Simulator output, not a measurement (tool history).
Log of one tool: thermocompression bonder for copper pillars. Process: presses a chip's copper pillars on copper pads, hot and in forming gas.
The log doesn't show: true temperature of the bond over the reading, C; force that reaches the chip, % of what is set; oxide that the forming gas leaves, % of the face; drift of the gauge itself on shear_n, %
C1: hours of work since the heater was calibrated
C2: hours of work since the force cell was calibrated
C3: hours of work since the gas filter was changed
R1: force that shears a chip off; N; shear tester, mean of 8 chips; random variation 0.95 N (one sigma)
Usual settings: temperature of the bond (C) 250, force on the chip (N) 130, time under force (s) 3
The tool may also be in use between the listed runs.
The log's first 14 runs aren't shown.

Run 15, day 25.992: usual settings but temperature of the bond (C) 244; C1 937; C2 160; C3 319. Result: R1 66.2 N.
Run 16, day 27.679: usual settings but temperature of the bond (C) 244; C1 960; C2 183; C3 341. Result: R1 68.2 N.
Run 17, day 29.129: usual settings; C1 979; C2 202; C3 361. Result: R1 73.9 N.
At day 29.571: forming gas filter changed.
Run 18, day 30.354: usual settings but temperature of the bond (C) 275, force on the chip (N) 180; C1 996; C2 219; C3 11. Result: R1 114.8 N.
Run 19, day 31.821: usual settings but force on the chip (N) 78, time under force (s) 8; C1 1015; C2 238; C3 30. Result: R1 70.3 N.
Run 20, day 33.862: usual settings but temperature of the bond (C) 272, force on the chip (N) 88; C1 1043; C2 266; C3 58. Result: R1 71.9 N.
Run 21, day 36.188: usual settings but temperature of the bond (C) 272, force on the chip (N) 88; C1 1074; C2 297; C3 89. Result: R1 72.1 N.
Run 22, day 38.758: usual settings but temperature of the bond (C) 278, force on the chip (N) 95, time under force (s) 4; C1 1109; C2 332; C3 124. Result: R1 89.3 N.
Run 23, day 41.104: usual settings but temperature of the bond (C) 229, time under force (s) 5; C1 1140; C2 363; C3 155. Result: R1 66 N.
At day 41.354: heater calibrated with a thermocouple chip.
Run 24, day 42.575: usual settings but temperature of the bond (C) 245, force on the chip (N) 169, time under force (s) 8; C1 16; C2 382; C3 174. Result: R1 103.9 N.
Run 25, day 44.254: usual settings but temperature of the bond (C) 245, force on the chip (N) 169, time under force (s) 8; C1 39; C2 405; C3 197. Result: R1 107.3 N.
Run 26, day 45.646: usual settings but temperature of the bond (C) 228, force on the chip (N) 166; C1 58; C2 423; C3 215. Result: R1 63.6 N.
Run 27, day 47: usual settings but time under force (s) 2; C1 76; C2 442; C3 234. Result: R1 62.7 N.
Run 28, day 48.346: usual settings but temperature of the bond (C) 246, force on the chip (N) 122, time under force (s) 2; C1 94; C2 460; C3 252. Result: R1 55.8 N.
Run 29, day 49.6: usual settings but temperature of the bond (C) 239, force on the chip (N) 176; C1 111; C2 477; C3 269. Result: R1 75.9 N.
Run 30, day 51.546: usual settings but temperature of the bond (C) 272, force on the chip (N) 110; C1 137; C2 503; C3 295. Result: R1 81.1 N.
At day 52.688: heater calibrated with a thermocouple chip, once more.
Run 31, day 53.833: usual settings but temperature of the bond (C) 272, force on the chip (N) 110; C1 15; C2 532; C3 324. Result: R1 86.8 N.
Run 32, day 55.942: usual settings but temperature of the bond (C) 272, force on the chip (N) 110; C1 44; C2 561; C3 353. Result: R1 87.6 N.
At day 57.138: forming gas filter changed.
Run 33, day 57.688: usual settings but temperature of the bond (C) 272, force on the chip (N) 110; C1 67; C2 584; C3 7. Result: R1 91.2 N.

Forecast each of these 5 alternatives for the next run:
Run A, day 58.833: usual settings but temperature of the bond (C) 244, force on the chip (N) 110, time under force (s) 2; C1 82; C2 599; C3 23. Result: R1 ?.
Run B, day 58.833: usual settings but temperature of the bond (C) 272, force on the chip (N) 103; C1 82; C2 599; C3 23. Result: R1 ?.
Run C, day 58.833: usual settings but temperature of the bond (C) 272, force on the chip (N) 180, time under force (s) 2; C1 82; C2 599; C3 23. Result: R1 ?.
Run D, day 58.833: usual settings but temperature of the bond (C) 274, force on the chip (N) 110; C1 82; C2 599; C3 23. Result: R1 ?.
Run E, day 58.833: usual settings but temperature of the bond (C) 278, force on the chip (N) 105, time under force (s) 7; C1 82; C2 599; C3 23. Result: R1 ?.

run     R1
  A   54.2
  B     85
  C  107.5
  D   90.6
  E  111.7
Without the tool's hidden state the same runs would have given:
run     R1
  A   55.7
  B   86.8
  C  109.2
  D   92.4
  E  113.3
